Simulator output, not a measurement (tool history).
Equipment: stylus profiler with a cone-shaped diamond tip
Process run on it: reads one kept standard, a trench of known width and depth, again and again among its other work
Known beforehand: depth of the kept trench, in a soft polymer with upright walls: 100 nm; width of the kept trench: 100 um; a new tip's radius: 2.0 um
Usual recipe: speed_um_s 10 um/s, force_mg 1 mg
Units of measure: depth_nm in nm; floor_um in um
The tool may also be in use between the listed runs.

run     day  speed_um_s  force_mg  depth_nm  floor_um
  1       0          10         1   100.854     98.61
  2   1.067          10      1.95   101.312     98.62
  3   1.871          10         1   100.831     98.58
  4   3.029          10      0.73   100.715     98.61
  5   3.854          10      0.73   100.704     98.67
  6     4.4          10      0.73   100.706     98.56
  7   5.517          10      0.73   100.703     98.57
  8   6.279          10      0.73   100.704     98.56
  9   7.188           3         1   100.865     98.67
 10   8.075           3         1   100.854     98.61
 11   8.854           3         1    100.87     98.62
 12   9.708          10         1   100.854     98.61
 13  10.596          10         1   100.872     98.58
 14   11.35          10         1   100.878     98.59
 15  11.954          10         1   100.856     98.58
 16  12.896          10         1   100.882     98.57
 17  14.008          10         1   100.879     98.58
 18  15.104          10         1   100.871     98.58
 19  15.775          10         1   100.872     98.62
 20  17.079          10         1    100.87     98.58
 21  18.125          10      1.05   100.932     98.53
 22  19.283          10      1.05    100.89     98.57
 23  20.262          10      1.78   101.275      98.6
 24  21.321           3      0.85   100.804     98.62
 25  22.462          38      2.62   101.646     98.51
 26  23.688          30      0.66   100.692     98.33
 27    24.3          30      0.66   100.701     98.36
 28  25.079           9       0.7   100.718     98.57
 29  25.833           7      0.75   100.747     98.52
 30  26.854           3      1.92   101.357     98.63
 31  27.679          19      1.39   101.105     98.54
 32  28.929          10      1.17   100.992     98.51
 33  29.808          10      1.17   100.996     98.55
 34  31.088          17      0.37   100.506     98.45
 35  32.321          17      0.54   100.642     98.43
 36  32.992          17      0.54    100.64     98.44
 37  34.117           3      2.63   101.677     98.57
 38  35.367           2      1.08   100.956      98.6
 39  36.529           2       1.2   101.027      98.6

Estimate the outcome of run 40 from the log above:
 40  37.317           2       1.2         ?         ?

depth_nm: 101.015 nm
floor_um: 98.54 um
With no hidden state in the tool, this same run would have given depth_nm 100.911 nm, floor_um 98.71 um.
